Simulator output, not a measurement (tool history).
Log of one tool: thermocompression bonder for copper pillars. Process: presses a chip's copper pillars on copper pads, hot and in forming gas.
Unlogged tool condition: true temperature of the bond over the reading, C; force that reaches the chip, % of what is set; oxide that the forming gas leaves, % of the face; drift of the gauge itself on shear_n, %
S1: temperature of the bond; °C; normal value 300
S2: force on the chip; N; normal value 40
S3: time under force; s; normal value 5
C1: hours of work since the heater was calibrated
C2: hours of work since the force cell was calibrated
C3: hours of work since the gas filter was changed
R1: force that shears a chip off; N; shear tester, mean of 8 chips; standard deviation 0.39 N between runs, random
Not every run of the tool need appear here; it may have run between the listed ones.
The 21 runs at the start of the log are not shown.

run   hour   S1  S2  S3  C1   C2   C3     R1
 22  141.1  317  27   7  23  251   56   82.5
 23  146.3  317  27   7  25  254   59   82.2
 24  155.3  295  40   5  30  259   64   78.1
 25  163.7  295  40   5  35  264   69   78.0
 26  171.7  295  40   5  39  268   73   77.9
 27  181.0  313  39   6  44  273   78   93.0
 28  190.0  315  40   4  49  278   83   86.6
 29  199.9  300  43   9  55  283   88   97.5
 30  209.0  300  43   9  60  288   93   97.6
 31  218.8  309  37  11  65  294   99   99.1
 32  224.9  300  40   6  68  297  102   85.5
 33  234.0  294  57   6  73  302  107   97.6
 34  239.8  316  40   3  76  305  110   80.5
 35  248.7  316  36   8  81  310  115   97.5
 36  252.7  324  28   3  83  312  117   68.6
 37  262.6  324  28   3  89  318  122   67.9
 38  267.3  321  57   5  91  320  125  107.9
 39  272.2  318  33   7  94  323  128   90.7

Forecast each of these 5 alternatives for the next run:
  A  282.0  300  33   7  99  328  133   ?
  B  282.0  277  29   4  99  328  133   ?
  C  282.0  289  33   4  99  328  133   ?
  D  282.0  304  27   7  99  328  133   ?
  E  282.0  280  29   7  99  328  133   ?

run    R1
  A  79.3
  B  47.1
  C  60.1
  D  73.4
  E  59.6
Without the tool's unlogged condition, the same runs would have read:
run    R1
  A  79.9
  B  47.5
  C  60.6
  D  73.9
  E  60.0
